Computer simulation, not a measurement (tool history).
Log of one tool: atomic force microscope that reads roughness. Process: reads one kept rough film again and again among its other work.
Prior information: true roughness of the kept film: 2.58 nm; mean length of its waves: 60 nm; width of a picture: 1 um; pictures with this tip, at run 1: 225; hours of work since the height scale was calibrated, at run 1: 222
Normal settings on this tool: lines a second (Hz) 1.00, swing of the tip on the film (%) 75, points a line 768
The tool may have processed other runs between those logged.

run   hour  lines a second (Hz)  swing of the tip on the film (%)  points a line  pictures with this tip  hours of work since the height scale was calibrated  roughness of the kept film (nm (root mean square))
  1    0.0                 1.00                                75            768                     225                                                  222                                               2.217
  2   20.8                 1.00                                75            768                     241                                                  233                                               2.247
      44.2  -- new tip fitted
  3   49.3                 1.00                                75            825                       4                                                  247                                               2.378
  4   88.1                 1.00                                75            768                      35                                                  267                                               2.347
  5  130.9                 1.72                                75            768                      68                                                  290                                               2.239
  6  169.1                 1.72                                75            768                      98                                                  309                                               2.185
  7  210.6                 1.72                                75            768                     131                                                  331                                               2.202
  8  242.8                 1.72                                75            768                     156                                                  348                                               2.180
  9  281.9                 1.72                                75            768                     187                                                  368                                               2.190
 10  328.1                 1.72                                75            768                     223                                                  392                                               2.137
 11  352.4                 1.72                                75            768                     242                                                  405                                               2.157
     372.8  -- new tip fitted
 12  397.2                 1.72                                75            768                      19                                                  428                                               2.260
 13  434.9                 1.72                                75            768                      49                                                  447                                               2.242
 14  475.8                 1.72                                75            768                      81                                                  469                                               2.225
 15  496.3                 1.72                                85            490                      97                                                  479                                               2.077
 16  537.0                 1.72                                85            490                     129                                                  500                                               2.054
 17  558.9                 3.78                                81            480                     146                                                  512                                               1.800
     563.1  -- height scale calibrated on a step standard
 18  595.4                 0.82                                75            688                     174                                                   17                                               2.304
 19  623.9                 0.82                                75            688                     196                                                   32                                               2.312
 20  673.7                 2.33                                87            350                     235                                                   57                                               1.866
     690.7  -- height scale calibrated on a step standard, once more
     704.4  -- new tip fitted
 21  704.4                 2.33                                87            350                       0                                                    7                                               1.947
 22  744.6                 2.97                                82            350                      32                                                   28                                               1.921
 23  785.3                 2.97                                82            350                      64                                                   49                                               1.899
 24  821.6                 2.97                                82            350                      92                                                   68                                               1.897

Run 25 has not been measured yet. What should we expect?
 25  862.2                 2.97                                82            350                     124                                                   89                                                   ?

roughness of the kept film (nm (root mean square)): 1.882
Were there no unlogged condition in the tool, this run, its random variation unchanged, would have produced roughness of the kept film (nm (root mean square)) 1.934.

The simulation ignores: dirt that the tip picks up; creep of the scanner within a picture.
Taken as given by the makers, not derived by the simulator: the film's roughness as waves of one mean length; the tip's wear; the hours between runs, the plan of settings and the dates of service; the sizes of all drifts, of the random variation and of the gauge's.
